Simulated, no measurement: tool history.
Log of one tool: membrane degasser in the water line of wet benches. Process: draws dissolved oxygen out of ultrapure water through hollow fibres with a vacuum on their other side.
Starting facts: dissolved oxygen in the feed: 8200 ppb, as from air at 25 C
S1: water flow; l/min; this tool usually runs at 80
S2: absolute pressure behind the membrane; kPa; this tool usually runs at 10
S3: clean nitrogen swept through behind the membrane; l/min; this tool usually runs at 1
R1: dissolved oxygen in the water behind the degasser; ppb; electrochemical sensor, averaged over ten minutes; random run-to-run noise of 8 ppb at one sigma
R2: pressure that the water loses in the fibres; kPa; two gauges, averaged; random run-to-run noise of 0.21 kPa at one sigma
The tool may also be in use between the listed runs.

Run 1, hour 0: usual settings. Result: R1 997.5 ppb, R2 50.67 kPa.
Run 2, hour 107: usual settings. Result: R1 991.4 ppb, R2 50.51 kPa.
Run 3, hour 288.7: usual settings. Result: R1 996.5 ppb, R2 50.45 kPa.
Run 4, hour 451.8: usual settings. Result: R1 1000.5 ppb, R2 49.89 kPa.
Run 5, hour 587.1: usual settings but S1 56 l/min. Result: R1 725.2 ppb, R2 35.9 kPa.
Run 6, hour 799.9: usual settings but S1 56 l/min. Result: R1 738.4 ppb, R2 35.31 kPa.
Run 7, hour 979.7: usual settings but S1 93 l/min. Result: R1 1121.8 ppb, R2 58.81 kPa.
Run 8, hour 1106.7: usual settings but S1 93 l/min. Result: R1 1145.7 ppb, R2 59.13 kPa.
Run 9, hour 1242: usual settings but S1 93 l/min. Result: R1 1136.3 ppb, R2 58.84 kPa.
Run 10, hour 1453.9: usual settings but S1 93 l/min. Result: R1 1122.8 ppb, R2 59.25 kPa.
Run 11, hour 1559.1: usual settings but S3 1.73 l/min. Result: R1 739.6 ppb, R2 50.73 kPa.
Run 12, hour 1659.1: usual settings but S1 65 l/min. Result: R1 826.3 ppb, R2 41.35 kPa.
Run 13, hour 1814: usual settings. Result: R1 992.1 ppb, R2 50.38 kPa.
Run 14, hour 1914.7: usual settings. Result: R1 988.3 ppb, R2 51.06 kPa.
Run 15, hour 2026.2: usual settings but S2 6.8 kPa, S3 0.54 l/min. Result: R1 821.1 ppb, R2 50.77 kPa.
Run 16, hour 2191.6: usual settings but S1 92 l/min, S2 6.8 kPa, S3 0.5 l/min. Result: R1 951.3 ppb, R2 58.14 kPa.
Run 17, hour 2393.2: usual settings but S1 125 l/min, S2 14 kPa, S3 1.36 l/min. Result: R1 1704.4 ppb, R2 79.11 kPa.
Run 18, hour 2583.8: usual settings but S1 57 l/min, S2 18 kPa, S3 1.36 l/min. Result: R1 1154.4 ppb, R2 35.99 kPa.
At hour 2677.7: vacuum gauge calibrated.
Run 19, hour 2776.2: usual settings but S1 113 l/min, S3 0.76 l/min. Result: R1 1468 ppb, R2 71.46 kPa.
Run 20, hour 2996.4: usual settings but S1 99 l/min, S2 6.1 kPa. Result: R1 688.3 ppb, R2 62.99 kPa.
Run 21, hour 3100.8: usual settings but S2 17.8 kPa. Result: R1 1781.6 ppb, R2 50.29 kPa.
Run 22, hour 3290.3: usual settings but S1 109 l/min, S3 2.35 l/min. Result: R1 899.6 ppb, R2 69.09 kPa.
Run 23, hour 3441.5: usual settings but S1 85 l/min, S2 6.5 kPa, S3 1.37 l/min. Result: R1 549.2 ppb, R2 53.66 kPa.
Run 24, hour 3585.4: usual settings but S1 85 l/min, S2 6.5 kPa, S3 1.37 l/min. Result: R1 553.5 ppb, R2 53.54 kPa.
Run 25, hour 3783.2: usual settings but S1 85 l/min, S2 6.5 kPa, S3 1.37 l/min. Result: R1 546.3 ppb, R2 53.77 kPa.
Run 26, hour 3933.2: usual settings but S1 85 l/min, S2 6.5 kPa, S3 1.37 l/min. Result: R1 550.8 ppb, R2 54.15 kPa.
Run 27, hour 4122.9: usual settings but S1 90 l/min. Result: R1 1103.3 ppb, R2 56.99 kPa.

3 ways to go on from here, each from the tool as it stands after run 27. What would each give?
Run A, hour 4241.6: usual settings but S1 120 l/min. Result: R1 ?, R2 ?.
Run B, hour 4241.6: usual settings but S1 90 l/min, S3 1.23 l/min. Result: R1 ?, R2 ?.
Run C, hour 4241.6: usual settings but S1 110 l/min, S2 15.6 kPa. Result: R1 ?, R2 ?.

run      R1     R2
  A  1404.9  75.57
  B     984  56.96
  C  1963.1  69.81
Without the tool's unlogged condition, the same runs would have read:
run      R1     R2
  A  1403.4  75.46
  B   982.9  56.87
  C    1962  69.71
